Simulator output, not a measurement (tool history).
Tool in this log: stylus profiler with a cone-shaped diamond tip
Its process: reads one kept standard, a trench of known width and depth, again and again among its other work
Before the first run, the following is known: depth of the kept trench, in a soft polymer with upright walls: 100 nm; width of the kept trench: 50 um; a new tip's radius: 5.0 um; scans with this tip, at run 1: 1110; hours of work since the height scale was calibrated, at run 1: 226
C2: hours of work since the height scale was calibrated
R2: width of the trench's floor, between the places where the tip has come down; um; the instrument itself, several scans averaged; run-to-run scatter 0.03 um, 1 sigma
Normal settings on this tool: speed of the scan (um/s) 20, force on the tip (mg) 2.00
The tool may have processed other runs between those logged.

run 1 day=0.000 | speed_of_the_scan_(um/s)=20 force_on_the_tip_(mg)=2.00 | scans_with_this_tip=1110 C2=226 | depth_of_the_trench_(Å)=1005.6 R2=47.90
run 2 day=0.829 | speed_of_the_scan_(um/s)=20 force_on_the_tip_(mg)=2.00 | scans_with_this_tip=1183 C2=241 | depth_of_the_trench_(Å)=1005.9 R2=47.83
run 3 day=2.188 | speed_of_the_scan_(um/s)=20 force_on_the_tip_(mg)=2.00 | scans_with_this_tip=1305 C2=266 | depth_of_the_trench_(Å)=1005.6 R2=47.84
run 4 day=3.125 | speed_of_the_scan_(um/s)=20 force_on_the_tip_(mg)=2.00 | scans_with_this_tip=1388 C2=283 | depth_of_the_trench_(Å)=1005.6 R2=47.83
run 5 day=4.604 | speed_of_the_scan_(um/s)=20 force_on_the_tip_(mg)=2.00 | scans_with_this_tip=1520 C2=310 | depth_of_the_trench_(Å)=1005.0 R2=47.87
run 6 day=5.438 | speed_of_the_scan_(um/s)=20 force_on_the_tip_(mg)=0.73 | scans_with_this_tip=1594 C2=325 | depth_of_the_trench_(Å)=1002.5 R2=47.76
run 7 day=6.908 | speed_of_the_scan_(um/s)=8 force_on_the_tip_(mg)=2.00 | scans_with_this_tip=1725 C2=352 | depth_of_the_trench_(Å)=1005.2 R2=47.95
run 8 day=7.933 | speed_of_the_scan_(um/s)=8 force_on_the_tip_(mg)=2.00 | scans_with_this_tip=1817 C2=370 | depth_of_the_trench_(Å)=1005.5 R2=47.91
run 9 day=9.238 | speed_of_the_scan_(um/s)=8 force_on_the_tip_(mg)=2.00 | scans_with_this_tip=1933 C2=394 | depth_of_the_trench_(Å)=1005.0 R2=47.85
run 10 day=10.379 | speed_of_the_scan_(um/s)=20 force_on_the_tip_(mg)=3.74 | scans_with_this_tip=2035 C2=415 | depth_of_the_trench_(Å)=1008.0 R2=47.86
run 11 day=11.933 | speed_of_the_scan_(um/s)=20 force_on_the_tip_(mg)=3.74 | scans_with_this_tip=2173 C2=443 | depth_of_the_trench_(Å)=1007.8 R2=47.87
run 12 day=13.104 | speed_of_the_scan_(um/s)=20 force_on_the_tip_(mg)=3.74 | scans_with_this_tip=2278 C2=464 | depth_of_the_trench_(Å)=1008.0 R2=47.86
run 13 day=14.429 | speed_of_the_scan_(um/s)=73 force_on_the_tip_(mg)=2.00 | scans_with_this_tip=2396 C2=488 | depth_of_the_trench_(Å)=1004.8 R2=47.51
run 14 day=15.558 | speed_of_the_scan_(um/s)=73 force_on_the_tip_(mg)=2.00 | scans_with_this_tip=2496 C2=509 | depth_of_the_trench_(Å)=1004.5 R2=47.44
run 15 day=16.546 | speed_of_the_scan_(um/s)=20 force_on_the_tip_(mg)=4.16 | scans_with_this_tip=2584 C2=527 | depth_of_the_trench_(Å)=1008.5 R2=47.88
run 16 day=17.767 | speed_of_the_scan_(um/s)=20 force_on_the_tip_(mg)=4.16 | scans_with_this_tip=2693 C2=549 | depth_of_the_trench_(Å)=1008.4 R2=47.84
run 17 day=18.754 | speed_of_the_scan_(um/s)=20 force_on_the_tip_(mg)=4.16 | scans_with_this_tip=2781 C2=567 | depth_of_the_trench_(Å)=1008.4 R2=47.85
run 18 day=19.996 | speed_of_the_scan_(um/s)=20 force_on_the_tip_(mg)=2.00 | scans_with_this_tip=2892 C2=590 | depth_of_the_trench_(Å)=1004.4 R2=47.78
run 19 day=21.175 | speed_of_the_scan_(um/s)=20 force_on_the_tip_(mg)=2.00 | scans_with_this_tip=2997 C2=611 | depth_of_the_trench_(Å)=1004.3 R2=47.75
run 20 day=22.575 | speed_of_the_scan_(um/s)=20 force_on_the_tip_(mg)=2.00 | scans_with_this_tip=3122 C2=636 | depth_of_the_trench_(Å)=1004.3 R2=47.74
run 21 day=23.225 | speed_of_the_scan_(um/s)=20 force_on_the_tip_(mg)=2.00 | scans_with_this_tip=3179 C2=648 | depth_of_the_trench_(Å)=1004.3 R2=47.71
run 22 day=24.767 | speed_of_the_scan_(um/s)=20 force_on_the_tip_(mg)=2.00 | scans_with_this_tip=3317 C2=676 | depth_of_the_trench_(Å)=1004.5 R2=47.82
run 23 day=25.412 | speed_of_the_scan_(um/s)=20 force_on_the_tip_(mg)=2.00 | scans_with_this_tip=3375 C2=688 | depth_of_the_trench_(Å)=1004.4 R2=47.78
run 24 day=26.217 | speed_of_the_scan_(um/s)=8 force_on_the_tip_(mg)=1.83 | scans_with_this_tip=3446 C2=703 | depth_of_the_trench_(Å)=1003.6 R2=47.81
run 25 day=27.771 | speed_of_the_scan_(um/s)=31 force_on_the_tip_(mg)=0.99 | scans_with_this_tip=3585 C2=731 | depth_of_the_trench_(Å)=1002.4 R2=47.66
run 26 day=29.138 | speed_of_the_scan_(um/s)=6 force_on_the_tip_(mg)=0.99 | scans_with_this_tip=3706 C2=756 | depth_of_the_trench_(Å)=1002.3 R2=47.84
run 27 day=30.042 | speed_of_the_scan_(um/s)=9 force_on_the_tip_(mg)=2.00 | scans_with_this_tip=3787 C2=772 | depth_of_the_trench_(Å)=1004.5 R2=47.79
run 28 day=30.796 | speed_of_the_scan_(um/s)=9 force_on_the_tip_(mg)=2.00 | scans_with_this_tip=3854 C2=786 | depth_of_the_trench_(Å)=1004.4 R2=47.86
-- day=30.958 height scale calibrated on a step standard
run 29 day=31.996 | speed_of_the_scan_(um/s)=9 force_on_the_tip_(mg)=2.00 | scans_with_this_tip=3960 C2=19 | depth_of_the_trench_(Å)=1003.4 R2=47.86
run 30 day=32.646 | speed_of_the_scan_(um/s)=28 force_on_the_tip_(mg)=0.68 | scans_with_this_tip=4017 C2=31 | depth_of_the_trench_(Å)=1000.6 R2=47.61
run 31 day=33.875 | speed_of_the_scan_(um/s)=30 force_on_the_tip_(mg)=1.15 | scans_with_this_tip=4127 C2=53 | depth_of_the_trench_(Å)=1001.7 R2=47.64
run 32 day=34.638 | speed_of_the_scan_(um/s)=34 force_on_the_tip_(mg)=3.25 | scans_with_this_tip=4195 C2=67 | depth_of_the_trench_(Å)=1005.4 R2=47.62
run 33 day=35.938 | speed_of_the_scan_(um/s)=47 force_on_the_tip_(mg)=2.96 | scans_with_this_tip=4311 C2=90 | depth_of_the_trench_(Å)=1004.9 R2=47.65
run 34 day=37.158 | speed_of_the_scan_(um/s)=11 force_on_the_tip_(mg)=1.11 | scans_with_this_tip=4420 C2=113 | depth_of_the_trench_(Å)=1000.7 R2=47.71
-- day=37.742 height scale calibrated on a step standard, once more
run 35 day=37.900 | speed_of_the_scan_(um/s)=17 force_on_the_tip_(mg)=2.00 | scans_with_this_tip=4484 C2=3 | depth_of_the_trench_(Å)=1005.6 R2=47.71
run 36 day=39.058 | speed_of_the_scan_(um/s)=75 force_on_the_tip_(mg)=3.41 | scans_with_this_tip=4587 C2=24 | depth_of_the_trench_(Å)=1008.1 R2=47.48
run 37 day=39.779 | speed_of_the_scan_(um/s)=20 force_on_the_tip_(mg)=2.34 | scans_with_this_tip=4651 C2=37 | depth_of_the_trench_(Å)=1006.2 R2=47.71
run 38 day=40.758 | speed_of_the_scan_(um/s)=20 force_on_the_tip_(mg)=2.34 | scans_with_this_tip=4738 C2=55 | depth_of_the_trench_(Å)=1006.2 R2=47.75
run 39 day=41.550 | speed_of_the_scan_(um/s)=20 force_on_the_tip_(mg)=2.34 | scans_with_this_tip=4809 C2=69 | depth_of_the_trench_(Å)=1005.8 R2=47.73
run 40 day=42.246 | speed_of_the_scan_(um/s)=20 force_on_the_tip_(mg)=2.34 | scans_with_this_tip=4871 C2=82 | depth_of_the_trench_(Å)=1006.3 R2=47.75
run 41 day=43.121 | speed_of_the_scan_(um/s)=20 force_on_the_tip_(mg)=5.05 | scans_with_this_tip=4949 C2=98 | depth_of_the_trench_(Å)=1010.3 R2=47.74
run 42 day=44.250 | speed_of_the_scan_(um/s)=20 force_on_the_tip_(mg)=5.05 | scans_with_this_tip=5049 C2=118 | depth_of_the_trench_(Å)=1010.1 R2=47.74
run 43 day=45.708 | speed_of_the_scan_(um/s)=54 force_on_the_tip_(mg)=1.13 | scans_with_this_tip=5180 C2=145 | depth_of_the_trench_(Å)=1003.4 R2=47.38
run 44 day=46.662 | speed_of_the_scan_(um/s)=14 force_on_the_tip_(mg)=1.25 | scans_with_this_tip=5265 C2=162 | depth_of_the_trench_(Å)=1003.9 R2=47.67
run 45 day=47.450 | speed_of_the_scan_(um/s)=41 force_on_the_tip_(mg)=3.46 | scans_with_this_tip=5335 C2=176 | depth_of_the_trench_(Å)=1007.9 R2=47.61
run 46 day=48.817 | speed_of_the_scan_(um/s)=41 force_on_the_tip_(mg)=3.46 | scans_with_this_tip=5457 C2=201 | depth_of_the_trench_(Å)=1007.6 R2=47.61

Here are 3 independent what-if runs from the current tool condition. What would each one return?
run A day=49.817 | speed_of_the_scan_(um/s)=14 force_on_the_tip_(mg)=2.00 | scans_with_this_tip=5546 C2=219 | depth_of_the_trench_(Å)=? R2=?
run B day=49.817 | speed_of_the_scan_(um/s)=29 force_on_the_tip_(mg)=3.46 | scans_with_this_tip=5546 C2=219 | depth_of_the_trench_(Å)=? R2=?
run C day=49.817 | speed_of_the_scan_(um/s)=14 force_on_the_tip_(mg)=2.45 | scans_with_this_tip=5546 C2=219 | depth_of_the_trench_(Å)=? R2=?

run=A depth_of_the_trench_(Å)=1005.0 R2=47.72
run=B depth_of_the_trench_(Å)=1007.3 R2=47.65
run=C depth_of_the_trench_(Å)=1006.3 R2=47.73
With no hidden state in the tool, these same runs would have given:
run=A depth_of_the_trench_(Å)=1005.5 R2=47.93
run=B depth_of_the_trench_(Å)=1007.8 R2=47.86
run=C depth_of_the_trench_(Å)=1006.8 R2=47.94

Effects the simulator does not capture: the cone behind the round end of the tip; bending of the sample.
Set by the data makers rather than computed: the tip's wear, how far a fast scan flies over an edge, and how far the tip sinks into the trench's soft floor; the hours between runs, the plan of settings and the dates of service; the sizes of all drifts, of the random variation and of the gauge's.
